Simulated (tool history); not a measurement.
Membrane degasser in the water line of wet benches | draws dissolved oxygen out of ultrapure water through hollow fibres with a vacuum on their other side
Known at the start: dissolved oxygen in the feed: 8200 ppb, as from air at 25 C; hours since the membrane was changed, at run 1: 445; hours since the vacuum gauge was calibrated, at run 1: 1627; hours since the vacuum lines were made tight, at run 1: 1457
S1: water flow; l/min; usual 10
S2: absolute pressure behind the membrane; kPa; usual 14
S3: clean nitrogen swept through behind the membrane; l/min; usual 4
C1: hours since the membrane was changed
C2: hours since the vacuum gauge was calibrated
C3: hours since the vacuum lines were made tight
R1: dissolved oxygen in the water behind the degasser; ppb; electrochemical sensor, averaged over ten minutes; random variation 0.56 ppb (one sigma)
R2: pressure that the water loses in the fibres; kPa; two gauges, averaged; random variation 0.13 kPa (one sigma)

run	hour	S1	S2	S3	C1	C2	C3	R1	R2
1	0	10	14	4	445	1627	1457	75.2	29.39
2	42.5	10	14	4	487	1669	1500	75.4	29.62
3	90.7	10	12.1	4	535	1718	1548	64.1	29.81
4	141	10	12.1	4	586	1768	1598	63	29.8
5	206.9	10	9	4	652	1834	1664	43.2	29.47
6	252.5	10	9	4	697	1879	1709	42.7	29.68
7	318.7	10	14	4	763	1945	1776	73.6	29.57
8	349.9	10	14	8.45	795	1977	1807	38.2	29.73
9	382.5	10	14	11.19	827	2009	1840	31	29.66
10	436.9	10	20.6	11.19	882	2064	1894	45.5	29.71
11	496.5	10	20.6	11.19	941	2123	1953	45.7	29.55
12	532.8	10	20.6	1.94	978	2160	1990	226.8	29.81
13	589.1	10	20.6	1.94	1034	2216	2046	231.2	29.53
14	647.6	10	20.6	1.94	1092	2274	2105	228.1	29.64
15	693.8	10	20.6	1.94	1139	2321	2151	230.1	29.62
16	737.7	10	14	3.7	1182	2364	2195	81.9	29.67
17	801.4	8	14.4	3.62	1246	2428	2258	67.1	23.73
18	848.2	8	14.4	3.62	1293	2475	2305	68.6	23.75
19	909.4	8	14.4	3.62	1354	2536	2366	67.4	23.75
20	969.9	11	21.3	1.97	1415	2597	2427	255.6	32.78
21	1007	11	21.3	1.97	1452	2634	2464	254.5	32.54
22	1058	10	17.6	4.2	1503	2685	2515	94.5	29.93
23	1117.5	10	17.6	4.2	1562	2744	2574	95	29.63
24	1169.3	15	32	6.79	1614	2796	2626	180.3	44.42
25	1207.9	10	33.5	6.7	1653	2835	2665	123.6	29.74
26	1260	10	33.5	6.7	1705	2887	2717	125.3	30.05
27	1324.4	10	34.6	9.04	1769	2951	2781	95.9	29.76
28	1389.1	8	32.9	9.04	1834	3016	2846	73.5	23.67
29	1431.4	6	20.6	7.68	1876	3058	2888	38.5	17.95
30	1466.4	6	13.5	3.98	1911	3093	2923	43.8	17.93
31	1524.8	13	14	3.94	1970	3152	2982	105.5	38.87
32	1557.7	13	14	11.27	2002	3185	3015	45.5	38.68

3 ways to go on from here, each from the tool as it stands after run 32. What would each give?
A	1585.9	13	25.6	5.73	2031	3213	3043	?	?
B	1585.9	6	14	3.01	2031	3213	3043	?	?
C	1585.9	13	19.7	4	2031	3213	3043	?	?

run	R1	R2
A	142.5	39.06
B	60.7	17.93
C	149.1	38.55
Without the tool's hidden state the same runs would have given:
run	R1	R2
A	135.1	38.52
B	54.6	17.69
C	140.8	38.01
